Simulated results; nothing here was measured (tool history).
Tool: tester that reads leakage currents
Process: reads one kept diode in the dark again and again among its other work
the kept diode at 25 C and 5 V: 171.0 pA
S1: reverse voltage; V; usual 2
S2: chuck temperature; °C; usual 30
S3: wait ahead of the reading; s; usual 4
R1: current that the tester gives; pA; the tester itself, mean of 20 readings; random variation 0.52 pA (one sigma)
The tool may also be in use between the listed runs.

run	hour	S1	S2	S3	R1
1	0	2	30	4	176.47
2	35.8	4.67	30	4	261.88
3	67.2	2	30	0.75	176.39
4	102.1	2	30	4	176.53
5	136.1	2	30	4	176.1
6	170.7	2	30	4	177.55
7	212.2	2	30	4	177.22
8	234.6	2	30	4	176.76
9	269.6	2	30	4	177.59
10	316.3	2	30	4	177.55
11	335.9	2	30	4	177.09
12	372.6	2	30	4	178.78
13	411.4	2	30	4	179.84
14	443.9	2	46	4	633.98
15	470.2	2	46	4	631.46
16	498.6	2	46	4	641.31
17	522.8	2	46	4	637.04
18	553.3	2	46	4	634.95
19	587.8	2	46	4	639.87
20	632.9	2	30	3.3	179.72
21	665.4	2	30	3.3	180.18
22	697.5	2	30	3.3	181.58
23	739.6	1.03	58	0.54	1121.96
24	786.1	2.94	20	0.71	93.25
25	818.4	2.94	20	0.71	93.37
26	839.2	3.63	30	0.61	240.58
27	885.2	1.37	24	0.61	92.75
28	918.5	1.37	24	0.61	92.8
# hour 923.7: tester calibrated
29	951.2	1.37	28	0.66	130
30	989.8	6.04	29	0.9	281.62
31	1036.5	6.04	29	0.9	284.24
# hour 1050.4: tester calibrated, once more
32	1070.2	6.04	29	0.9	283.14
33	1110.6	2	38	0.75	349.85
34	1147.9	2	29	0.95	168.99
35	1173.9	2	29	0.95	168.97
36	1220.5	2	29	0.95	170.17
37	1256.5	3.08	36	4	367.7
38	1299	3.08	36	4	368.03
39	1325.5	3.08	36	4	368.11
40	1354.5	1.38	36	0.55	253.27
41	1378.9	1.38	36	0.55	253.38

The same runs without the tool's hidden state, with the same run-to-run variation:
The hidden state here: stray current of the dirty probe card, pA a volt; current scale over the true one, %; true chuck temperature over the reading, C; drift of the gauge itself on leakage_pa, %.
run	R1
1	171.53
2	254.03
3	171.02
4	170.92
5	170.28
6	171.46
7	170.87
8	170.28
9	170.85
10	170.51
11	169.93
12	171.29
13	172.07
14	609.56
15	606.57
16	615.49
17	610.91
18	608.38
19	612.41
20	170.5
21	170.73
22	171.85
23	1073.07
24	87.03
25	87.01
26	226.19
27	86.85
28	86.78
29	121.95
30	262.75
31	264.67
32	263.14
33	328.08
34	157.21
35	157.05
36	157.91
37	342.33
38	342.15
39	341.89
40	235.34
41	235.26
